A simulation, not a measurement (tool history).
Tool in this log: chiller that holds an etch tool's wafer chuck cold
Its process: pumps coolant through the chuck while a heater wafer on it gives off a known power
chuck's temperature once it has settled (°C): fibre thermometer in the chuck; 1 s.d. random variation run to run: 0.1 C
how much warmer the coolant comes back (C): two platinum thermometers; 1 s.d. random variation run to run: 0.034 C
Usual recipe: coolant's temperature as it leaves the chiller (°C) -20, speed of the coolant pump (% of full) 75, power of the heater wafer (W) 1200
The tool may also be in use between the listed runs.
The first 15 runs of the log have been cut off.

run    hour  coolant's temperature as it leaves the chiller (°C)  speed of the coolant pump (% of full)  power of the heater wafer (W)  hours since the coolant was changed and the channels were flushed  hours since the pump was overhauled  hours since the chiller's thermometer was calibrated  chuck's temperature once it has settled (°C)  how much warmer the coolant comes back (C)
 16  1288.8                                                  -20                                     75                           1093                                                               4327                                 3340                                                  4863                                          -6.7                                        4.95
     1326.6  -- chiller's thermometer calibrated
 17  1388.1                                                  -20                                     75                           1254                                                               4426                                 3438                                                    61                                          -4.8                                        5.66
 18  1487.4                                                  -10                                     60                           1136                                                               4525                                 3537                                                   161                                           6.3                                        6.36
 19    1569                                                  -10                                     60                           1136                                                               4607                                 3619                                                   242                                           6.4                                        6.36
 20    1693                                                  -15                                     73                           1136                                                               4731                                 3743                                                   366                                          -1.1                                        5.27
 21  1797.8                                                  -20                                     73                           1158                                                               4835                                 3848                                                   471                                          -5.7                                        5.29
 22  1909.5                                                  -24                                     75                           1200                                                               4947                                 3959                                                   583                                          -9.4                                        5.32
 23  2005.2                                                  -27                                     99                            604                                                               5043                                 4055                                                   679                                           -21                                        2.03
 24  2134.5                                                  -12                                     85                            837                                                               5172                                 4184                                                   808                                          -2.9                                        3.21
 25    2233                                                  -14                                     78                           1337                                                               5271                                 4283                                                   906                                           1.6                                        5.73
 26  2319.2                                                  -20                                     86                           1207                                                               5357                                 4369                                                   993                                            -7                                        4.65
 27  2419.5                                                  -17                                     66                           1200                                                               5457                                 4469                                                  1093                                            -1                                        6.02
       2443  -- gauge calibrated
     2493.1  -- coolant changed, channels flushed
 28  2507.1                                                  -22                                     82                           1600                                                                 14                                 4551                                                  1174                                          -4.2                                        6.66
 29  2627.9                                                  -17                                     62                           1600                                                                135                                 4672                                                  1295                                           5.5                                         8.7
 30  2707.4                                                  -24                                     75                            792                                                                214                                 4751                                                  1375                                         -14.4                                        3.68
 31  2829.9                                                  -24                                     75                            792                                                                337                                 4874                                                  1497                                         -14.5                                        3.59
 32  2888.4                                                  -25                                     95                            924                                                                395                                 4932                                                  1556                                         -15.8                                        3.34

Below are 4 alternative next runs, each starting from the tool's condition after run 32. Predict each:
  A  2955.6                                                  -21                                     66                            798                                                                462                                 4999                                                  1623                                             ?                                           ?
  B  2955.6                                                  -19                                     75                           1059                                                                462                                 4999                                                  1623                                             ?                                           ?
  C  2955.6                                                  -25                                     80                           1552                                                                462                                 4999                                                  1623                                             ?                                           ?
  D  2955.6                                                  -25                                     82                            712                                                                462                                 4999                                                  1623                                             ?                                           ?

run  chuck's temperature once it has settled (°C)  how much warmer the coolant comes back (C)
  A                                         -10.2                                        4.04
  B                                          -6.2                                        4.77
  C                                          -7.2                                        6.61
  D                                         -17.1                                        2.97
Without the tool's unlogged condition, the same runs would have read:
run  chuck's temperature once it has settled (°C)  how much warmer the coolant comes back (C)
  A                                         -10.3                                        4.08
  B                                          -6.2                                         4.8
  C                                          -7.3                                        6.65
  D                                         -17.1                                           3
